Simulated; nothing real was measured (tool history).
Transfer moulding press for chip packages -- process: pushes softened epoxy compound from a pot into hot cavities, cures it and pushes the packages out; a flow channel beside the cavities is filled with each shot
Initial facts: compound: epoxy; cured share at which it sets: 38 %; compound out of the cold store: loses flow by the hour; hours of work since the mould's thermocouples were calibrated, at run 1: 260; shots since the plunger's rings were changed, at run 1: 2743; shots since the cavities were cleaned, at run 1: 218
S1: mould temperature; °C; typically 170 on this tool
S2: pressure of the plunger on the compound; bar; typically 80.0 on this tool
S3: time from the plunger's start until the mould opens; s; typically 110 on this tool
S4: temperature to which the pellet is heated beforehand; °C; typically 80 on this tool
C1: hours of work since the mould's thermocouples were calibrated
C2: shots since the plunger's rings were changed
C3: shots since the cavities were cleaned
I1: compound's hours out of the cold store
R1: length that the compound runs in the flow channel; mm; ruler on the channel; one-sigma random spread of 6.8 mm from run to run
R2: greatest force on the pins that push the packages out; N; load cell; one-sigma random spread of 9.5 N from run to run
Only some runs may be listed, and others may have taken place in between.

| run | hour | S1 | S2 | S3 | S4 | C1 | C2 | C3 | I1 | R1 | R2 |
|---|---|---|---|---|---|---|---|---|---|---|---|
| 1 | 0.0 | 170 | 80.0 | 110 | 80 | 260 | 2743 | 218 | 9.7 | 932 | 514 |
| 2 | 42.5 | 170 | 80.0 | 110 | 80 | 279 | 3039 | 514 | 42.9 | 863 | 594 |
|  | 102.5 | cavities cleaned with cleaning compound and waxed |
| 3 | 113.6 | 170 | 80.0 | 95 | 80 | 310 | 3525 | 78 | 32.3 | 869 | 625 |
| 4 | 149.2 | 170 | 80.0 | 95 | 80 | 326 | 3773 | 326 | 30.7 | 880 | 733 |
| 5 | 212.3 | 170 | 60.1 | 95 | 80 | 355 | 4213 | 766 | 8.0 | 790 | 869 |
|  | 231.4 | mould's thermocouples calibrated |
|  | 238.5 | cavities cleaned with cleaning compound and waxed |
| 6 | 293.8 | 170 | 60.1 | 95 | 80 | 27 | 4757 | 385 | 27.0 | 745 | 777 |
| 7 | 347.7 | 170 | 60.1 | 95 | 80 | 51 | 5133 | 761 | 41.6 | 726 | 879 |
|  | 379.1 | cavities cleaned with cleaning compound and waxed |
| 8 | 416.7 | 170 | 80.0 | 121 | 80 | 82 | 5604 | 262 | 32.7 | 848 | 480 |
| 9 | 453.6 | 170 | 80.0 | 121 | 80 | 98 | 5861 | 519 | 11.0 | 880 | 543 |
| 10 | 504.7 | 170 | 80.0 | 121 | 80 | 121 | 6218 | 876 | 16.3 | 870 | 599 |
|  | 516.8 | cavities cleaned with cleaning compound and waxed |
| 11 | 556.5 | 170 | 80.0 | 121 | 80 | 143 | 6569 | 277 | 46.7 | 802 | 465 |
|  | 607.3 | plunger's sealing rings changed |
| 12 | 641.7 | 170 | 80.9 | 110 | 80 | 180 | 239 | 853 | 18.4 | 952 | 641 |
|  | 652.6 | cavities cleaned with cleaning compound and waxed |
| 13 | 713.5 | 170 | 80.9 | 110 | 80 | 212 | 730 | 425 | 39.9 | 906 | 603 |
|  | 786.3 | cavities cleaned with cleaning compound and waxed |
| 14 | 788.1 | 170 | 80.9 | 110 | 80 | 245 | 1240 | 13 | 21.3 | 937 | 440 |
| 15 | 870.2 | 177 | 80.0 | 125 | 73 | 281 | 1813 | 586 | 35.8 | 869 | 497 |
| 16 | 906.8 | 177 | 80.0 | 142 | 87 | 298 | 2068 | 841 | 27.4 | 872 | 529 |
|  | 920.6 | cavities cleaned with cleaning compound and waxed |
| 17 | 955.0 | 170 | 71.7 | 110 | 74 | 319 | 2393 | 240 | 18.8 | 861 | 533 |
| 18 | 1004.5 | 170 | 69.8 | 110 | 80 | 341 | 2739 | 586 | 10.4 | 861 | 633 |
|  | 1052.3 | mould's thermocouples calibrated |
|  | 1055.9 | cavities cleaned with cleaning compound and waxed |
| 19 | 1055.9 | 170 | 63.9 | 110 | 80 | 1 | 3073 | 0 | 31.2 | 792 | 426 |
| 20 | 1109.2 | 170 | 63.9 | 128 | 86 | 25 | 3445 | 372 | 39.5 | 770 | 500 |
| 21 | 1185.8 | 170 | 63.9 | 128 | 86 | 59 | 3979 | 906 | 38.0 | 753 | 567 |
|  | 1194.7 | cavities cleaned with cleaning compound and waxed |
| 22 | 1239.2 | 170 | 74.0 | 112 | 86 | 82 | 4341 | 310 | 12.1 | 876 | 538 |
| 23 | 1321.6 | 174 | 99.3 | 141 | 76 | 119 | 4916 | 885 | 43.9 | 911 | 546 |
|  | 1330.2 | cavities cleaned with cleaning compound and waxed |
| 24 | 1369.9 | 173 | 81.6 | 129 | 77 | 140 | 5242 | 277 | 46.6 | 822 | 445 |
| 25 | 1433.2 | 173 | 81.6 | 129 | 77 | 168 | 5683 | 718 | 27.6 | 848 | 537 |
|  | 1466.8 | cavities cleaned with cleaning compound and waxed |
| 26 | 1508.6 | 173 | 81.6 | 129 | 77 | 201 | 6199 | 291 | 23.2 | 842 | 456 |

The next listed run, before its measurement:
| 27 | 1567.3 | 169 | 61.2 | 101 | 86 | 228 | 6609 | 701 | 24.1 | ? | ? |

R1: 738 mm
R2: 797 N
Take away the tool's hidden state, keep the run-to-run variation as it was, and the same run would have given R1 825 mm, R2 517 N.

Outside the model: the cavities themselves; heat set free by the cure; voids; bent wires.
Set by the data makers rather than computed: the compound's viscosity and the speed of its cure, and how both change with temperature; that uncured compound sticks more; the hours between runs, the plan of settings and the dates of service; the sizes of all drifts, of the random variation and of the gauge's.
